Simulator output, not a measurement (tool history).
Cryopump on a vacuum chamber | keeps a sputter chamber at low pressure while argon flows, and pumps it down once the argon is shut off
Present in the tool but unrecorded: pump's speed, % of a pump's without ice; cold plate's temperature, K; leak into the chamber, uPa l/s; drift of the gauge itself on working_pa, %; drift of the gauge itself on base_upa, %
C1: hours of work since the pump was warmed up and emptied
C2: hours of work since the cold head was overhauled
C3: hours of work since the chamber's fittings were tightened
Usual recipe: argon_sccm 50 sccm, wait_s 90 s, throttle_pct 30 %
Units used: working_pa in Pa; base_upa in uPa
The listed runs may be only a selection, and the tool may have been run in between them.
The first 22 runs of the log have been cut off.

Run 23, hour 901.1: usual settings but wait_s 209 s, throttle_pct 33 %; C1 318; C2 1372; C3 3181. Result: working_pa 0.1579 Pa, base_upa 2.4 uPa.
Run 24, hour 932.2: usual settings but argon_sccm 54 sccm, wait_s 54 s, throttle_pct 17 %; C1 334; C2 1388; C3 3196. Result: working_pa 0.3123 Pa, base_upa 2.87 uPa.
At hour 949.3: pump warmed up, emptied and cooled again.
Run 25, hour 962: usual settings but argon_sccm 88 sccm, wait_s 289 s, throttle_pct 17 %; C1 6; C2 1400; C3 3209. Result: working_pa 0.4799 Pa, base_upa 1.74 uPa.
Run 26, hour 1017.5: usual settings but wait_s 103 s, throttle_pct 55 %; C1 35; C2 1429; C3 3237. Result: working_pa 0.0858 Pa, base_upa 1.92 uPa.
Run 27, hour 1060.8: usual settings but wait_s 103 s, throttle_pct 55 %; C1 57; C2 1451; C3 3259. Result: working_pa 0.0869 Pa, base_upa 2.06 uPa.
Run 28, hour 1115.7: usual settings but wait_s 103 s, throttle_pct 55 %; C1 84; C2 1478; C3 3287. Result: working_pa 0.0887 Pa, base_upa 2.06 uPa.
Run 29, hour 1166.4: usual settings but wait_s 103 s, throttle_pct 55 %; C1 110; C2 1504; C3 3313. Result: working_pa 0.0903 Pa, base_upa 2.16 uPa.
Run 30, hour 1207.9: usual settings but wait_s 103 s, throttle_pct 55 %; C1 131; C2 1525; C3 3334. Result: working_pa 0.0915 Pa, base_upa 2.15 uPa.
Run 31, hour 1235.2: usual settings but argon_sccm 41 sccm, wait_s 103 s, throttle_pct 32 %; C1 145; C2 1539; C3 3347. Result: working_pa 0.1228 Pa, base_upa 2.25 uPa.
Run 32, hour 1289.3: usual settings but argon_sccm 71 sccm, wait_s 53 s, throttle_pct 22 %; C1 172; C2 1566; C3 3375. Result: working_pa 0.31 Pa, base_upa 2.58 uPa.
Run 33, hour 1323.3: usual settings but argon_sccm 32 sccm, wait_s 24 s, throttle_pct 42 %; C1 190; C2 1584; C3 3392. Result: working_pa 0.0764 Pa, base_upa 3.44 uPa.

Branching from run 33: 3 alternative next runs. What would each branch give?
Run A, hour 1373.8: usual settings but throttle_pct 49 %; C1 215; C2 1609; C3 3418. Result: working_pa ?, base_upa ?.
Run B, hour 1373.8: usual settings but argon_sccm 89 sccm; C1 215; C2 1609; C3 3418. Result: working_pa ?, base_upa ?.
Run C, hour 1373.8: usual settings but argon_sccm 38 sccm, wait_s 42 s, throttle_pct 37 %; C1 215; C2 1609; C3 3418. Result: working_pa ?, base_upa ?.

run  working_pa  base_upa
  A      0.1059      2.37
  B      0.2948      2.45
  C      0.1033      2.82
Stripped of hidden state, with their random variation kept, the same runs would have yielded:
run  working_pa  base_upa
  A      0.0944      0.49
  B      0.2743      0.51
  C      0.0945      0.93
